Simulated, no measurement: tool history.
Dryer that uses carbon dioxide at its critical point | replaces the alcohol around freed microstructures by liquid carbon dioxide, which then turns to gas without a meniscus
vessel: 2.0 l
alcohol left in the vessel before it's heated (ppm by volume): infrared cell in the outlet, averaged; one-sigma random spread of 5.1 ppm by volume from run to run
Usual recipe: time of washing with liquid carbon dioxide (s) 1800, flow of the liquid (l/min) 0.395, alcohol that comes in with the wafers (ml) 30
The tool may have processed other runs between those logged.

| run | hour | time of washing with liquid carbon dioxide (s) | flow of the liquid (l/min) | alcohol that comes in with the wafers (ml) | alcohol left in the vessel before it's heated (ppm by volume) |
|---|---|---|---|---|---|
| 1 | 0.0 | 1800 | 0.395 | 30 | 67 |
| 2 | 7.5 | 1800 | 0.395 | 30 | 79 |
| 3 | 14.0 | 1800 | 0.395 | 71 | 157 |
| 4 | 20.6 | 1800 | 0.395 | 71 | 166 |
| 5 | 29.2 | 1800 | 0.395 | 71 | 175 |
| 6 | 38.1 | 1680 | 0.395 | 71 | 241 |
| 7 | 47.3 | 1440 | 0.383 | 117 | 917 |
| 8 | 56.8 | 1380 | 0.383 | 65 | 619 |
| 9 | 63.9 | 1200 | 0.383 | 47 | 768 |
| 10 | 68.4 | 1620 | 0.557 | 60 | 45 |
| 11 | 77.0 | 1800 | 0.259 | 22 | 360 |

Here are 3 independent what-if runs from the current tool condition. What would each one return?
| A | 83.3 | 2340 | 0.345 | 50 | ? |
| B | 83.3 | 1080 | 0.294 | 24 | ? |
| C | 83.3 | 1500 | 0.409 | 22 | ? |

| run | alcohol left in the vessel before it's heated (ppm by volume) |
|---|---|
| A | 79 |
| B | 1118 |
| C | 130 |
The same runs, with their run-to-run variation unchanged, on a tool lacking any hidden condition would have given:
| run | alcohol left in the vessel before it's heated (ppm by volume) |
|---|---|
| A | 39 |
| B | 882 |
| C | 76 |
